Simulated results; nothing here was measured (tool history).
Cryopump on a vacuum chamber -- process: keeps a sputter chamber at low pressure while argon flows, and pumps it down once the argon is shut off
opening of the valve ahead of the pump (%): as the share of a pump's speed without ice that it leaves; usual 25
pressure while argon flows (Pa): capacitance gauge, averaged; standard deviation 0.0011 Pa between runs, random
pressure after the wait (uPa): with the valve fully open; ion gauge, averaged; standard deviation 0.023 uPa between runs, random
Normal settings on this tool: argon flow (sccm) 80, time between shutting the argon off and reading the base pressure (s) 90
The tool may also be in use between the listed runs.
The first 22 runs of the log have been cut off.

run,hour,argon flow (sccm),time between shutting the argon off and reading the base pressure (s),opening of the valve ahead of the pump (%),pressure while argon flows (Pa),pressure after the wait (uPa)
23,251.7,80,90,33,0.2012,2.45
24,264.2,80,90,33,0.2002,2.42
25,276.1,70,90,24,0.2369,2.44
26,292.6,44,90,30,0.1209,2.51
27,300.1,55,214,25,0.1795,2.1
28,312.9,45,90,25,0.1469,2.54
29,325.7,45,90,25,0.1473,2.53
30,337.1,45,90,25,0.1476,2.46
31,347.2,45,90,25,0.1474,2.53
32,363.5,69,157,33,0.1723,2.19
33,370.9,76,90,28,0.2228,2.49
34,386.3,112,70,19,0.4791,2.72

Forecast each of these 3 alternatives for the next run:
A,400.6,112,92,19,?,?
B,400.6,92,52,25,?,?
C,400.6,149,90,18,?,?

run,pressure while argon flows (Pa),pressure after the wait (uPa)
A,0.4769,2.49
B,0.3018,3.02
C,0.6663,2.51
Without the tool's unlogged condition, the same runs would have read:
run,pressure while argon flows (Pa),pressure after the wait (uPa)
A,0.4586,0.77
B,0.2868,1.3
C,0.6421,0.8
